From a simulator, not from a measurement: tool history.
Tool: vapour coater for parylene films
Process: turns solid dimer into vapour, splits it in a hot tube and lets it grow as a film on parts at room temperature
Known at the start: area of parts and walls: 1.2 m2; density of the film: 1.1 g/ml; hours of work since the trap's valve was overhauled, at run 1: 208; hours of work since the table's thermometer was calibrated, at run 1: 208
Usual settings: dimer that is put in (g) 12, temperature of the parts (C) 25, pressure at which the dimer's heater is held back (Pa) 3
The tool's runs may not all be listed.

| run | hour | dimer that is put in (g) | temperature of the parts (C) | pressure at which the dimer's heater is held back (Pa) | hours of work since the trap's valve was overhauled | hours of work since the table's thermometer was calibrated | thickness of the film (nm) |
|---|---|---|---|---|---|---|---|
| 1 | 0 | 12 | 25 | 3 | 208 | 208 | 7140 |
| 2 | 25.9 | 12 | 25 | 3 | 223 | 223 | 7290 |
| 3 | 47.8 | 12 | 25 | 3 | 235 | 235 | 7050 |
| 4 | 70.3 | 12 | 25 | 3 | 249 | 249 | 7030 |
| 5 | 93.1 | 12 | 25 | 3 | 262 | 262 | 7030 |
| 6 | 114.4 | 15 | 25 | 3 | 274 | 274 | 8780 |
| 7 | 132 | 15 | 25 | 3 | 284 | 284 | 8630 |
| 8 | 155.8 | 15 | 25 | 3 | 298 | 298 | 8550 |
| 9 | 176.5 | 15 | 25 | 3 | 310 | 310 | 8460 |
| 10 | 189.7 | 15 | 25 | 3 | 318 | 318 | 8660 |
| 11 | 213 | 15 | 25 | 3 | 332 | 332 | 8500 |
| 12 | 226.8 | 10 | 25 | 3 | 340 | 340 | 5760 |
| 13 | 256.6 | 10 | 25 | 3 | 357 | 357 | 5750 |
| 14 | 278.2 | 10 | 25 | 3 | 370 | 370 | 5620 |
| 15 | 296.8 | 10 | 25 | 3 | 380 | 380 | 5600 |
| 16 | 311.8 | 10 | 25 | 3 | 389 | 389 | 5440 |
| 17 | 336.3 | 12 | 25 | 3 | 403 | 403 | 6700 |
| 18 | 361.3 | 8 | 25 | 3 | 418 | 418 | 4460 |
| 19 | 376.2 | 12 | 25 | 3 | 427 | 427 | 6600 |
| 20 | 398.3 | 12 | 25 | 3 | 439 | 439 | 6580 |
| 21 | 413.8 | 8 | 26 | 5.78 | 448 | 448 | 3790 |
|  | 432.8 | trap's valve overhauled |
| 22 | 435.5 | 8 | 26 | 5.78 | 2 | 459 | 4340 |
| 23 | 450.9 | 7 | 17 | 2.33 | 11 | 468 | 5160 |
| 24 | 464.9 | 17 | 33 | 6.78 | 19 | 476 | 6550 |
| 25 | 487.5 | 17 | 33 | 6.78 | 32 | 489 | 6570 |
| 26 | 509.3 | 12 | 26 | 7.38 | 45 | 502 | 6120 |
| 27 | 537.5 | 17 | 19 | 9.17 | 61 | 518 | 11510 |
| 28 | 567.2 | 12 | 30 | 3 | 78 | 535 | 5950 |
| 29 | 591.8 | 12 | 30 | 3 | 93 | 550 | 5850 |
| 30 | 613.2 | 14 | 29 | 3 | 105 | 562 | 7100 |
| 31 | 632.7 | 14 | 29 | 3 | 116 | 573 | 7240 |
| 32 | 648.4 | 6 | 25 | 11.87 | 125 | 583 | 2880 |
| 33 | 677.2 | 6 | 36 | 7.18 | 142 | 599 | 1950 |
| 34 | 697.9 | 6 | 25 | 3.11 | 154 | 611 | 3600 |
| 35 | 710.8 | 6 | 25 | 3.11 | 162 | 619 | 3620 |
| 36 | 734.9 | 13 | 17 | 4.13 | 176 | 633 | 9160 |
| 37 | 756.7 | 13 | 17 | 4.13 | 188 | 646 | 9170 |
| 38 | 776.5 | 13 | 17 | 4.13 | 200 | 657 | 9150 |
| 39 | 802.6 | 7 | 25 | 3 | 215 | 672 | 4130 |

4 ways to go on from here, each from the tool as it stands after run 39. What would each give?
| A | 820.2 | 12 | 25 | 2.21 | 225 | 683 | ? |
| B | 820.2 | 7 | 25 | 3 | 225 | 683 | ? |
| C | 820.2 | 19 | 22 | 9.5 | 225 | 683 | ? |
| D | 820.2 | 9 | 25 | 3 | 225 | 683 | ? |

| run | thickness of the film (nm) |
|---|---|
| A | 7360 |
| B | 4120 |
| C | 10540 |
| D | 5230 |
Without the tool's hidden state the same runs would have given:
| run | thickness of the film (nm) |
|---|---|
| A | 8010 |
| B | 4480 |
| C | 11470 |
| D | 5700 |
